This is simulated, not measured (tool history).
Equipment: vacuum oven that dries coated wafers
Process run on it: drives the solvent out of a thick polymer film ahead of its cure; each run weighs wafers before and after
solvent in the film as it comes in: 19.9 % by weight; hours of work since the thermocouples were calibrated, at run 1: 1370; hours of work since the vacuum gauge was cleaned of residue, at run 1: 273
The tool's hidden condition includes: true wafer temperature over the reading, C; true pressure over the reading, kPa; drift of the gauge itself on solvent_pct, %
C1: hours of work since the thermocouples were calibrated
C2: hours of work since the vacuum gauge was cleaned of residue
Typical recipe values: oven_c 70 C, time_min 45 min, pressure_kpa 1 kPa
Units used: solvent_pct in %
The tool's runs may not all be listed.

Run 1, hour 0: usual settings; C1 1370; C2 273. Result: solvent_pct 1.97 %.
Run 2, hour 12: usual settings but time_min 30 min; C1 1378; C2 281. Result: solvent_pct 3.73 %.
Run 3, hour 19: usual settings but time_min 25 min; C1 1383; C2 286. Result: solvent_pct 4.73 %.
Run 4, hour 26: usual settings but time_min 76 min; C1 1388; C2 291. Result: solvent_pct 0.75 %.
Run 5, hour 36.8: usual settings but oven_c 77 C; C1 1396; C2 299. Result: solvent_pct 0.91 %.
Run 6, hour 50: usual settings but oven_c 78 C; C1 1405; C2 308. Result: solvent_pct 0.85 %.
Run 7, hour 58.1: usual settings but oven_c 78 C, pressure_kpa 1.45 kPa; C1 1411; C2 314. Result: solvent_pct 0.99 %.
Run 8, hour 72.4: usual settings but oven_c 78 C, pressure_kpa 1.45 kPa; C1 1421; C2 324. Result: solvent_pct 1 %.
Run 9, hour 84.3: usual settings but oven_c 78 C, pressure_kpa 1.45 kPa; C1 1429; C2 332. Result: solvent_pct 0.97 %.
Run 10, hour 100.3: usual settings but oven_c 78 C, pressure_kpa 1.45 kPa; C1 1440; C2 343. Result: solvent_pct 1 %.
Run 11, hour 116.8: usual settings but oven_c 78 C, pressure_kpa 1.45 kPa; C1 1452; C2 355. Result: solvent_pct 1 %.
Run 12, hour 127.5: usual settings but oven_c 78 C, pressure_kpa 1.45 kPa; C1 1459; C2 362. Result: solvent_pct 1 %.
At hour 134.5: oven's thermocouples calibrated.
Run 13, hour 144.7: usual settings but oven_c 78 C, pressure_kpa 1.45 kPa; C1 7; C2 373. Result: solvent_pct 1.03 %.
Run 14, hour 160: usual settings but oven_c 78 C, pressure_kpa 1.45 kPa; C1 18; C2 384. Result: solvent_pct 1.03 %.
Run 15, hour 169.7: usual settings but oven_c 78 C, pressure_kpa 1.45 kPa; C1 25; C2 390. Result: solvent_pct 1.03 %.
Run 16, hour 183.6: usual settings but oven_c 55 C, time_min 39 min, pressure_kpa 3.85 kPa; C1 34; C2 400. Result: solvent_pct 8.72 %.
Run 17, hour 193.4: usual settings but time_min 63 min, pressure_kpa 2.71 kPa; C1 41; C2 407. Result: solvent_pct 1.84 %.
Run 18, hour 202.2: usual settings but time_min 56 min, pressure_kpa 0.58 kPa; C1 47; C2 413. Result: solvent_pct 1.13 %.
Run 19, hour 216.9: usual settings but time_min 32 min; C1 58; C2 424. Result: solvent_pct 3.43 %.
Run 20, hour 224.2: usual settings but time_min 32 min; C1 63; C2 429. Result: solvent_pct 3.39 %.
Run 21, hour 235.3: usual settings but oven_c 58 C, time_min 55 min, pressure_kpa 1.9 kPa; C1 71; C2 436. Result: solvent_pct 4.56 %.
Run 22, hour 242.8: usual settings but oven_c 58 C, time_min 72 min, pressure_kpa 1.9 kPa; C1 76; C2 442. Result: solvent_pct 3.39 %.
Run 23, hour 251.6: usual settings but oven_c 82 C, time_min 72 min, pressure_kpa 1.9 kPa; C1 82; C2 448. Result: solvent_pct 0.58 %.
Run 24, hour 262.6: usual settings but oven_c 82 C, time_min 72 min, pressure_kpa 1.9 kPa; C1 90; C2 456. Result: solvent_pct 0.56 %.
Run 25, hour 274.2: usual settings but oven_c 67 C, pressure_kpa 1.39 kPa; C1 98; C2 464. Result: solvent_pct 2.78 %.
Run 26, hour 282.4: usual settings but oven_c 69 C, time_min 67 min, pressure_kpa 2.01 kPa; C1 104; C2 469. Result: solvent_pct 1.53 %.
Run 27, hour 291.9: usual settings but pressure_kpa 1.65 kPa; C1 110; C2 476. Result: solvent_pct 2.28 %.

Below are 4 alternative next runs, each starting from the tool's condition after run 27. Predict each:
Run A, hour 305: usual settings but oven_c 78 C, time_min 30 min, pressure_kpa 1.14 kPa; C1 120; C2 485. Result: solvent_pct ?.
Run B, hour 305: usual settings but oven_c 58 C, pressure_kpa 1.65 kPa; C1 120; C2 485. Result: solvent_pct ?.
Run C, hour 305: usual settings but time_min 25 min, pressure_kpa 1.23 kPa; C1 120; C2 485. Result: solvent_pct ?.
Run D, hour 305: usual settings but oven_c 77 C, time_min 52 min, pressure_kpa 0.58 kPa; C1 120; C2 485. Result: solvent_pct ?.

run  solvent_pct
  A         2.04
  B         5.44
  C          4.8
  D         0.57
With the hidden condition removed and each run's random variation left untouched, the same runs would have given:
run  solvent_pct
  A         2.03
  B         5.44
  C          4.8
  D         0.57
